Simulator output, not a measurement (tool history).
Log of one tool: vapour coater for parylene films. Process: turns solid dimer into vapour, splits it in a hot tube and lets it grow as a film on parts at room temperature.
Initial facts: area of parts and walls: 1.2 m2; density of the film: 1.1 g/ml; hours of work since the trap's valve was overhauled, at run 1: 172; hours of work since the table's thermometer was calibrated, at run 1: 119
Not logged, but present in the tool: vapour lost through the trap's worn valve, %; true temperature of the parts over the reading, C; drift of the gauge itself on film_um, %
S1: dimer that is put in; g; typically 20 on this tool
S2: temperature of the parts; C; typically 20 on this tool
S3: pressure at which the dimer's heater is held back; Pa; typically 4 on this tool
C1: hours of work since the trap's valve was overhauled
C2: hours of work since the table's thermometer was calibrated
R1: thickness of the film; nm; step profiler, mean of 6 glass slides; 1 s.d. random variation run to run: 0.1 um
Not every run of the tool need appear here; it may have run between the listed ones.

Run 1, hour 0: usual settings; C1 172; C2 119. Result: R1 11730 nm.
Run 2, hour 9.8: usual settings; C1 179; C2 126. Result: R1 11690 nm.
Run 3, hour 24.6: usual settings; C1 189; C2 135. Result: R1 11690 nm.
Run 4, hour 38.3: usual settings; C1 197; C2 144. Result: R1 11620 nm.
Run 5, hour 46.7: usual settings but S3 4.93 Pa; C1 203; C2 150. Result: R1 11080 nm.
Run 6, hour 59.3: usual settings but S1 18 g; C1 211; C2 158. Result: R1 10440 nm.
Run 7, hour 74: usual settings but S1 18 g; C1 221; C2 168. Result: R1 10380 nm.
Run 8, hour 83.2: usual settings but S2 17 C; C1 227; C2 174. Result: R1 13180 nm.
Run 9, hour 97: usual settings but S2 17 C; C1 236; C2 183. Result: R1 12810 nm.
At hour 110.9: trap's valve overhauled.
Run 10, hour 113.2: usual settings but S1 18 g, S3 10.64 Pa; C1 2; C2 191. Result: R1 9570 nm.
Run 11, hour 119.6: usual settings but S1 18 g, S2 27 C, S3 3.26 Pa; C1 6; C2 195. Result: R1 8970 nm.
Run 12, hour 133.3: usual settings but S1 18 g, S2 27 C, S3 3.26 Pa; C1 15; C2 204. Result: R1 8910 nm.
Run 13, hour 146: usual settings but S1 18 g, S2 27 C, S3 3.26 Pa; C1 23; C2 212. Result: R1 8820 nm.
Run 14, hour 154.6: usual settings but S1 10 g, S2 31 C, S3 3.26 Pa; C1 29; C2 218. Result: R1 4250 nm.
Run 15, hour 168: usual settings but S1 10 g, S2 31 C, S3 3.26 Pa; C1 37; C2 226. Result: R1 4280 nm.
Run 16, hour 174.4: usual settings but S1 8 g, S2 12 C, S3 7.32 Pa; C1 42; C2 231. Result: R1 5810 nm.

Branching from run 16: 3 alternative next runs. What would each branch give?
Run A, hour 185.9: usual settings but S1 10 g, S2 13 C, S3 10.59 Pa; C1 49; C2 238. Result: R1 ?.
Run B, hour 185.9: usual settings but S2 30 C, S3 4.57 Pa; C1 49; C2 238. Result: R1 ?.
Run C, hour 185.9: usual settings but S2 31 C, S3 10.48 Pa; C1 49; C2 238. Result: R1 ?.

run    R1
  A  6830
  B  8120
  C  6720
With the hidden condition removed and each run's random variation left untouched, the same runs would have given:
run    R1
  A  6910
  B  8210
  C  6800
